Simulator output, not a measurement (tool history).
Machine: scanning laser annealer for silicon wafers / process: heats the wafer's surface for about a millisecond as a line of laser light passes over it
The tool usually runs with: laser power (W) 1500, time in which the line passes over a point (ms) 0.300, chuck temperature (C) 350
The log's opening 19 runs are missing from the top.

run     day  laser power (W)  time in which the line passes over a point (ms)  chuck temperature (C)  highest temperature of the surface (C)
 20  19.838             1500                                            0.300                    350                                    1030
 21  20.767             1500                                            0.300                    350                                    1031
 22  21.554             1367                                            0.300                    350                                     973
     21.888  -- window over the wafer cleaned
 23  22.904             1352                                            0.275                    368                                     984
 24  24.054             1489                                            0.300                    349                                    1052
 25  25.146             1474                                            0.225                    350                                     958
 26  25.896             1399                                            0.300                    350                                    1013
 27  26.796             1399                                            0.229                    350                                     931
 28  27.571             1415                                            0.298                    345                                    1012
 29  28.288             1415                                            0.298                    345                                    1014
 30  29.162             1631                                            0.316                    350                                    1136
 31  30.308             1509                                            0.220                    366                                     977
 32  31.242             1500                                            0.259                    377                                    1034
 33  31.792             1425                                            0.370                    360                                    1101
 34  32.567             1551                                            0.254                    376                                    1051
 35  33.346             1396                                            0.300                    339                                     996
 36  34.167             1396                                            0.300                    339                                     996
 37  35.171             1451                                            0.245                    327                                     942
 38  36.429             1531                                            0.300                    313                                    1025
 39  36.988             1452                                            0.307                    347                                    1032
 40  37.558             1452                                            0.307                    347                                    1031

5 options for the next run, each taken on its own from the tool as it stands now. Forecast them:
  A  38.396             1500                                            0.230                    311                                       ?
  B  38.396             1522                                            0.343                    328                                       ?
  C  38.396             1308                                            0.216                    334                                       ?
  D  38.396             1510                                            0.346                    350                                       ?
  E  38.396             1276                                            0.342                    350                                       ?

run  highest temperature of the surface (C)
  A                                     927
  B                                    1084
  C                                     854
  D                                    1103
  E                                     984
With no hidden state in the tool, these same runs would have given:
run  highest temperature of the surface (C)
  A                                     942
  B                                    1101
  C                                     866
  D                                    1121
  E                                     999

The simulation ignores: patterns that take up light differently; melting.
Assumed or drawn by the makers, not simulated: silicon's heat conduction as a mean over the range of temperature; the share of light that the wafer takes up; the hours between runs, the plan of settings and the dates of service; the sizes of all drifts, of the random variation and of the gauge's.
